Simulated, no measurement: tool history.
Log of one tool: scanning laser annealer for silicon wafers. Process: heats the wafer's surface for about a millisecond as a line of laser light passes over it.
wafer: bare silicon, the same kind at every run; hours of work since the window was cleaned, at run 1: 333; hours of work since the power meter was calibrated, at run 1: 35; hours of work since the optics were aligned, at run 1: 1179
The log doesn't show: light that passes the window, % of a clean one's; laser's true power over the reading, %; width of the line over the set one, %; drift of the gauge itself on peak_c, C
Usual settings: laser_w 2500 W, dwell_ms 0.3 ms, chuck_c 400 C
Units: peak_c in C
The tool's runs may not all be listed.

run	hour	laser_w	dwell_ms	chuck_c	hours of work since the window was cleaned	hours of work since the power meter was calibrated	hours of work since the optics were aligned	peak_c
1	0	2500	0.3	400	333	35	1179	1158
2	17.4	2500	0.3	400	343	44	1189	1158
3	35.2	2500	0.3	400	352	53	1198	1158
4	64.1	2486	0.3	400	367	69	1213	1150
5	78.9	2486	0.3	400	375	77	1221	1150
6	96.1	2500	0.3	400	385	86	1230	1155
# hour 113.9: window over the wafer cleaned
7	114.8	2500	0.3	400	0	95	1239	1201
8	149.4	2500	0.3	400	19	113	1258	1192
9	167.7	2500	0.3	400	29	123	1267	1189
10	188.7	2500	0.3	400	40	134	1279	1191
11	216.7	2500	0.3	400	55	149	1294	1191
12	252.7	2500	0.3	400	74	168	1313	1187
13	269.6	2500	0.3	361	83	177	1322	1147
14	293.2	2500	0.3	400	95	190	1334	1188
15	308.2	2500	0.3	400	103	198	1342	1187
16	324.7	2500	0.3	400	112	206	1351	1183
17	357.2	2500	0.272	400	130	224	1368	1137
18	374.2	2500	0.272	400	139	233	1377	1138
19	393	2500	0.272	400	149	243	1387	1139
20	414.9	2500	0.272	400	160	254	1399	1134
21	438.5	2500	0.272	400	173	267	1412	1135
22	457.7	2171	0.3	400	183	277	1422	1048
23	472.9	2171	0.3	400	191	285	1430	1052
24	496.3	2171	0.3	400	204	298	1442	1050
25	521.5	2500	0.276	400	217	311	1456	1134
26	541.3	2667	0.276	413	228	322	1466	1207
27	573.7	2258	0.229	413	245	339	1484	991
28	589.5	2258	0.229	413	253	347	1492	992
29	625.5	2314	0.242	369	272	367	1511	982
30	652.9	2314	0.341	369	287	381	1526	1116
31	676.4	2663	0.341	369	299	394	1538	1259
32	710	2663	0.341	369	317	412	1556	1255
33	741	2486	0.341	392	334	428	1573	1206
34	770.1	2486	0.341	392	349	444	1588	1203
35	794.5	2429	0.269	392	362	457	1601	1077
36	811	2429	0.269	392	371	465	1610	1074
37	828.4	2429	0.269	392	380	475	1619	1074
# hour 855.1: window over the wafer cleaned
38	865.7	2515	0.246	435	6	493	1638	1147
39	894.7	2722	0.283	402	21	509	1654	1248
40	918.2	2698	0.364	370	34	521	1666	1342
41	950.4	2698	0.364	370	51	538	1683	1338
42	965.3	2394	0.347	367	59	546	1691	1175

3 ways to go on from here, each from the tool as it stands after run 42. What would each give?
A	989.4	2394	0.298	406	72	559	1704	?
B	989.4	2394	0.274	366	72	559	1704	?
C	989.4	2569	0.213	367	72	559	1704	?

run	peak_c
A	1145
B	1070
C	1030
Without the tool's hidden state the same runs would have given:
run	peak_c
A	1168
B	1093
C	1051
